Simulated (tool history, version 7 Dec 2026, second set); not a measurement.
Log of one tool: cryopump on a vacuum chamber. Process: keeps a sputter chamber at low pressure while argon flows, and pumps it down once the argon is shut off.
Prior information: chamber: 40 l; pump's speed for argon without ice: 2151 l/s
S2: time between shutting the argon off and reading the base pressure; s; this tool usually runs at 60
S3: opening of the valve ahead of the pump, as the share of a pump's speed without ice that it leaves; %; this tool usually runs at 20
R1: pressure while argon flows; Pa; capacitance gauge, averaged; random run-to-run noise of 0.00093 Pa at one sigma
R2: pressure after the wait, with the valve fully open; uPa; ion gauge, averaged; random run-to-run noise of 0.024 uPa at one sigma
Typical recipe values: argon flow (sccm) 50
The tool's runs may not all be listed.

Run 1, hour 0: usual settings. Result: R1 0.2135 Pa, R2 1.61 uPa.
Run 2, hour 18: usual settings. Result: R1 0.2107 Pa, R2 1.6 uPa.
Run 3, hour 28.2: usual settings. Result: R1 0.212 Pa, R2 1.62 uPa.
At hour 41.3: pump warmed up, emptied and cooled again.
Run 4, hour 46: usual settings. Result: R1 0.198 Pa, R2 1.39 uPa.
Run 5, hour 57.4: usual settings. Result: R1 0.1991 Pa, R2 1.36 uPa.
Run 6, hour 76.1: usual settings. Result: R1 0.1985 Pa, R2 1.41 uPa.
Run 7, hour 85.7: usual settings. Result: R1 0.1966 Pa, R2 1.4 uPa.
Run 8, hour 98.9: usual settings but S3 59 %. Result: R1 0.0685 Pa, R2 1.46 uPa.
Run 9, hour 115.9: usual settings but S3 59 %. Result: R1 0.0677 Pa, R2 1.43 uPa.
Run 10, hour 125: usual settings but S3 59 %. Result: R1 0.0687 Pa, R2 1.44 uPa.
Run 11, hour 133.7: usual settings. Result: R1 0.198 Pa, R2 1.45 uPa.
Run 12, hour 142.6: usual settings. Result: R1 0.1982 Pa, R2 1.48 uPa.
Run 13, hour 151: usual settings but argon flow (sccm) 25. Result: R1 0.1006 Pa, R2 1.5 uPa.
Run 14, hour 166.9: usual settings. Result: R1 0.1982 Pa, R2 1.48 uPa.
Run 15, hour 185.9: usual settings. Result: R1 0.198 Pa, R2 1.51 uPa.
Run 16, hour 201.7: usual settings. Result: R1 0.2008 Pa, R2 1.52 uPa.

What does the tool deliver on the next run?
Run 17, hour 209.8: usual settings. Result: R1 ?, R2 ?.

{"run 17": {"R1": 0.1986, "R2": 1.56}}
Without the tool's hidden state the same run would have given R1 0.1952 Pa, R2 0.9 uPa.
